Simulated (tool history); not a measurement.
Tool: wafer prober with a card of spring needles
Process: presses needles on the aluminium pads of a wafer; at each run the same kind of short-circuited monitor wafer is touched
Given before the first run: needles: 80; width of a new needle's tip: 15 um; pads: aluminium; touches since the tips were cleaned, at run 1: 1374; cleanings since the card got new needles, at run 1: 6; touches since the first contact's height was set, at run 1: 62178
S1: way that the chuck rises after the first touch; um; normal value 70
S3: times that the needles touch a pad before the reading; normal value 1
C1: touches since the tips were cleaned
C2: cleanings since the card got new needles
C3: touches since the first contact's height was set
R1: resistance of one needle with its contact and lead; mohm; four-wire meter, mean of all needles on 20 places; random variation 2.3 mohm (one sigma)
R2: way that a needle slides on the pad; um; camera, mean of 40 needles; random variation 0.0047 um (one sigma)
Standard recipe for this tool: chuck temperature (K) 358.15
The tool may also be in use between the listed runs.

Run 1, hour 0.0: usual settings; C1 1374; C2 6; C3 62178. Result: R1 321 mohm, R2 8.876 um.
At hour 2.9: height of the first contact set anew.
Run 2, hour 6.0: usual settings; C1 5062; C2 6; C3 2006. Result: R1 341 mohm, R2 8.910 um.
At hour 11.3: tips cleaned on abrasive film.
Run 3, hour 13.0: usual settings but S1 51 um; C1 1067; C2 7; C3 6480. Result: R1 324 mohm, R2 6.495 um.
Run 4, hour 19.5: usual settings but S1 59 um; C1 5308; C2 7; C3 10721. Result: R1 367 mohm, R2 7.503 um.
At hour 24.1: tips cleaned on abrasive film.
Run 5, hour 25.1: usual settings but S1 59 um, chuck temperature (K) 319.15; C1 702; C2 8; C3 14283. Result: R1 300 mohm, R2 7.502 um.
Run 6, hour 33.5: usual settings but S1 59 um, chuck temperature (K) 319.15; C1 6089; C2 8; C3 19670. Result: R1 376 mohm, R2 7.494 um.
At hour 36.7: tips cleaned on abrasive film.
Run 7, hour 39.1: usual settings but S1 59 um, chuck temperature (K) 319.15; C1 1534; C2 9; C3 23238. Result: R1 328 mohm, R2 7.492 um.
Run 8, hour 45.6: usual settings but S1 80 um; C1 5741; C2 9; C3 27445. Result: R1 327 mohm, R2 10.166 um.
At hour 49.9: tips cleaned on abrasive film.
Run 9, hour 51.0: usual settings but S1 80 um; C1 696; C2 10; C3 30911. Result: R1 287 mohm, R2 10.158 um.
Run 10, hour 58.0: usual settings; C1 5244; C2 10; C3 35459. Result: R1 343 mohm, R2 8.897 um.
At hour 62.8: tips cleaned on abrasive film.
Run 11, hour 65.2: usual settings; C1 1567; C2 11; C3 40069. Result: R1 314 mohm, R2 8.873 um.
Run 12, hour 70.6: usual settings but S1 53 um; C1 5049; C2 11; C3 43551. Result: R1 398 mohm, R2 6.723 um.
At hour 76.0: tips cleaned on abrasive film.
Run 13, hour 78.6: usual settings but S1 53 um; C1 1705; C2 12; C3 48691. Result: R1 353 mohm, R2 6.708 um.
Run 14, hour 87.5: usual settings but S3 2; C1 7463; C2 12; C3 54449. Result: R1 315 mohm, R2 8.870 um.
At hour 88.9: tips cleaned on abrasive film.
Run 15, hour 96.5: usual settings but S3 2; C1 4908; C2 13; C3 60193. Result: R1 308 mohm, R2 8.861 um.
At hour 101.7: tips cleaned on abrasive film.
Run 16, hour 101.8: usual settings but S3 2; C1 78; C2 14; C3 63565. Result: R1 261 mohm, R2 8.863 um.
At hour 102.6: height of the first contact set anew.
Run 17, hour 107.7: usual settings but S3 3; C1 3720; C2 14; C3 3303. Result: R1 284 mohm, R2 8.914 um.
Run 18, hour 113.6: usual settings but S3 3; C1 7531; C2 14; C3 7114. Result: R1 285 mohm, R2 8.911 um.
At hour 114.7: tips cleaned on abrasive film.
Run 19, hour 121.4: usual settings but S1 73 um; C1 4308; C2 15; C3 12069. Result: R1 337 mohm, R2 9.284 um.
At hour 127.5: tips cleaned on abrasive film.
Run 20, hour 128.1: usual settings but S1 73 um; C1 394; C2 16; C3 16381. Result: R1 284 mohm, R2 9.276 um.
Run 21, hour 135.9: usual settings but S1 64 um; C1 5447; C2 16; C3 21434. Result: R1 364 mohm, R2 8.142 um.
At hour 140.7: tips cleaned on abrasive film.
Run 22, hour 144.5: usual settings but S1 64 um; C1 2425; C2 17; C3 26923. Result: R1 339 mohm, R2 8.127 um.
Run 23, hour 153.2: usual settings but S1 64 um; C1 8079; C2 17; C3 32577. Result: R1 363 mohm, R2 8.130 um.
At hour 153.9: tips cleaned on abrasive film.
Run 24, hour 158.2: usual settings but S1 85 um, chuck temperature (K) 366.15, S3 2; C1 2789; C2 18; C3 35725. Result: R1 292 mohm, R2 10.793 um.
Run 25, hour 165.0: usual settings but chuck temperature (K) 371.15; C1 7252; C2 18; C3 40188. Result: R1 343 mohm, R2 8.884 um.
At hour 166.5: tips cleaned on abrasive film.
Run 26, hour 174.0: usual settings but chuck temperature (K) 371.15; C1 4844; C2 19; C3 45918. Result: R1 344 mohm, R2 8.882 um.
At hour 179.3: tips cleaned on abrasive film.
Run 27, hour 179.7: usual settings but chuck temperature (K) 315.15, S3 2; C1 222; C2 20; C3 49534. Result: R1 260 mohm, R2 8.877 um.
Run 28, hour 183.9: usual settings but S1 54 um, chuck temperature (K) 339.15; C1 2971; C2 20; C3 52283. Result: R1 377 mohm, R2 6.842 um.
Run 29, hour 191.2: usual settings but S1 51 um, chuck temperature (K) 394.15, S3 2; C1 7720; C2 20; C3 57032. Result: R1 361 mohm, R2 6.454 um.
At hour 192.0: tips cleaned on abrasive film.
Run 30, hour 199.3: usual settings but S1 51 um, chuck temperature (K) 394.15, S3 2; C1 4705; C2 21; C3 62165. Result: R1 353 mohm, R2 6.453 um.
At hour 202.6: height of the first contact set anew.
At hour 205.4: tips cleaned on abrasive film.
Run 31, hour 206.4: usual settings but S1 84 um, chuck temperature (K) 328.15, S3 3; C1 643; C2 22; C3 2383. Result: R1 262 mohm, R2 10.689 um.
Run 32, hour 212.5: usual settings but S1 79 um, chuck temperature (K) 316.15, S3 2; C1 4627; C2 22; C3 6367. Result: R1 290 mohm, R2 10.052 um.
At hour 218.1: tips cleaned on abrasive film.
Run 33, hour 221.7: usual settings but S1 80 um, chuck temperature (K) 300.15, S3 2; C1 2333; C2 23; C3 12236. Result: R1 277 mohm, R2 10.172 um.

What differs in the tool's unlogged condition from the final listed run ahead of each entry between runs to the first listed run following it?
Runs 1 to 2: height of the first contact set anew (hour 2.9)
  debris on the tips, nm: 122.3 -> 177.3; way that the needles fall short of the set height, um: 0.25 -> 0
  the result without the hidden state subtracted from the measured one, R1: +60 -> +85 mohm; R2: -0.032 -> +0.000 um
Runs 2 to 3: tips cleaned on abrasive film (hour 11.3)
  debris on the tips, nm: 177.3 -> 79.7; way that the needles fall short of the set height, um: 0 -> 0.05; tips' diameter, um: 15.09 -> 15.11
  the result without the hidden state subtracted from the measured one, R1: +85 -> +64 mohm; R2: +0.000 -> -0.007 um
Runs 4 to 5: tips cleaned on abrasive film (hour 24.1)
  debris on the tips, nm: 176.1 -> 74.8; way that the needles fall short of the set height, um: 0.05 -> 0.1; tips' diameter, um: 15.11 -> 15.12
  the result without the hidden state subtracted from the measured one, R1: +111 -> +51 mohm; R2: -0.007 -> -0.013 um
Runs 6 to 7: tips cleaned on abrasive film (hour 36.7)
  debris on the tips, nm: 179.2 -> 117; way that the needles fall short of the set height, um: 0.1 -> 0.16; tips' diameter, um: 15.12 -> 15.14
  the result without the hidden state subtracted from the measured one, R1: +124 -> +80 mohm; R2: -0.013 -> -0.020 um
Runs 8 to 9: tips cleaned on abrasive film (hour 49.9)
  debris on the tips, nm: 178.6 -> 71.5; way that the needles fall short of the set height, um: 0.16 -> 0.2; tips' diameter, um: 15.14 -> 15.16
  the result without the hidden state subtracted from the measured one, R1: +71 -> +28 mohm; R2: -0.020 -> -0.026 um
Runs 10 to 11: tips cleaned on abrasive film (hour 62.8)
  debris on the tips, nm: 177 -> 115.4; way that the needles fall short of the set height, um: 0.2 -> 0.26; tips' diameter, um: 15.16 -> 15.18
  the result without the hidden state subtracted from the measured one, R1: +86 -> +57 mohm; R2: -0.025 -> -0.034 um
Runs 12 to 13: tips cleaned on abrasive film (hour 76.0)
  debris on the tips, nm: 175.8 -> 124.9; way that the needles fall short of the set height, um: 0.26 -> 0.31; tips' diameter, um: 15.18 -> 15.2
  the result without the hidden state subtracted from the measured one, R1: +135 -> +95 mohm; R2: -0.034 -> -0.040 um
Runs 14 to 15: tips cleaned on abrasive film (hour 88.9)
  debris on the tips, nm: 182.7 -> 175.6; way that the needles fall short of the set height, um: 0.31 -> 0.36; tips' diameter, um: 15.2 -> 15.22
  the result without the hidden state subtracted from the measured one, R1: +54 -> +51 mohm; R2: -0.039 -> -0.046 um
Runs 15 to 16: tips cleaned on abrasive film (hour 101.7)
  debris on the tips, nm: 175.6 -> 17.7; way that the needles fall short of the set height, um: 0.36 -> 0.4; tips' diameter, um: 15.22 -> 15.23
  the result without the hidden state subtracted from the measured one, R1: +51 -> +6 mohm; R2: -0.046 -> -0.051 um
Runs 16 to 17: height of the first contact set anew (hour 102.6)
  debris on the tips, nm: 17.7 -> 164; way that the needles fall short of the set height, um: 0.4 -> 0
  the result without the hidden state subtracted from the measured one, R1: +6 -> +28 mohm; R2: -0.051 -> +0.000 um
Runs 18 to 19: tips cleaned on abrasive film (hour 114.7)
  debris on the tips, nm: 181.9 -> 173.2; way that the needles fall short of the set height, um: 0 -> 0.04; tips' diameter, um: 15.23 -> 15.24
  the result without the hidden state subtracted from the measured one, R1: +31 -> +79 mohm; R2: +0.000 -> -0.005 um
Runs 19 to 20: tips cleaned on abrasive film (hour 127.5)
  debris on the tips, nm: 173.2 -> 52.6; way that the needles fall short of the set height, um: 0.04 -> 0.08; tips' diameter, um: 15.24 -> 15.26
  the result without the hidden state subtracted from the measured one, R1: +79 -> +24 mohm; R2: -0.005 -> -0.010 um
Runs 21 to 22: tips cleaned on abrasive film (hour 140.7)
  debris on the tips, nm: 178.2 -> 140.9; way that the needles fall short of the set height, um: 0.08 -> 0.12; tips' diameter, um: 15.26 -> 15.27
  the result without the hidden state subtracted from the measured one, R1: +101 -> +79 mohm; R2: -0.010 -> -0.016 um
Runs 23 to 24: tips cleaned on abrasive film (hour 153.9)
  debris on the tips, nm: 182.7 -> 151.3; way that the needles fall short of the set height, um: 0.12 -> 0.18; tips' diameter, um: 15.27 -> 15.29
  the result without the hidden state subtracted from the measured one, R1: +104 -> +33 mohm; R2: -0.016 -> -0.023 um
Runs 25 to 26: tips cleaned on abrasive film (hour 166.5)
  debris on the tips, nm: 181.9 -> 176.3; way that the needles fall short of the set height, um: 0.18 -> 0.24; tips' diameter, um: 15.29 -> 15.31
  the result without the hidden state subtracted from the measured one, R1: +87 -> +85 mohm; R2: -0.023 -> -0.030 um
Runs 26 to 27: tips cleaned on abrasive film (hour 179.3)
  debris on the tips, nm: 176.3 -> 38.3; way that the needles fall short of the set height, um: 0.24 -> 0.27; tips' diameter, um: 15.31 -> 15.32
  the result without the hidden state subtracted from the measured one, R1: +85 -> +12 mohm; R2: -0.030 -> -0.035 um
Runs 29 to 30: tips cleaned on abrasive film (hour 192.0)
  debris on the tips, nm: 182.7 -> 173.9; way that the needles fall short of the set height, um: 0.27 -> 0.32; tips' diameter, um: 15.32 -> 15.34
  the result without the hidden state subtracted from the measured one, R1: +87 -> +82 mohm; R2: -0.035 -> -0.041 um
Runs 30 to 31: height of the first contact set anew (hour 202.6); tips cleaned on abrasive film (hour 205.4)
  debris on the tips, nm: 173.9 -> 65.4; way that the needles fall short of the set height, um: 0.32 -> 0.04; tips' diameter, um: 15.34 -> 15.35
  the result without the hidden state subtracted from the measured one, R1: +82 -> +10 mohm; R2: -0.041 -> -0.005 um
Runs 32 to 33: tips cleaned on abrasive film (hour 218.1)
  debris on the tips, nm: 172.4 -> 136.6; way that the needles fall short of the set height, um: 0.04 -> 0.09; tips' diameter, um: 15.35 -> 15.37
  the result without the hidden state subtracted from the measured one, R1: +44 -> +36 mohm; R2: -0.005 -> -0.011 um
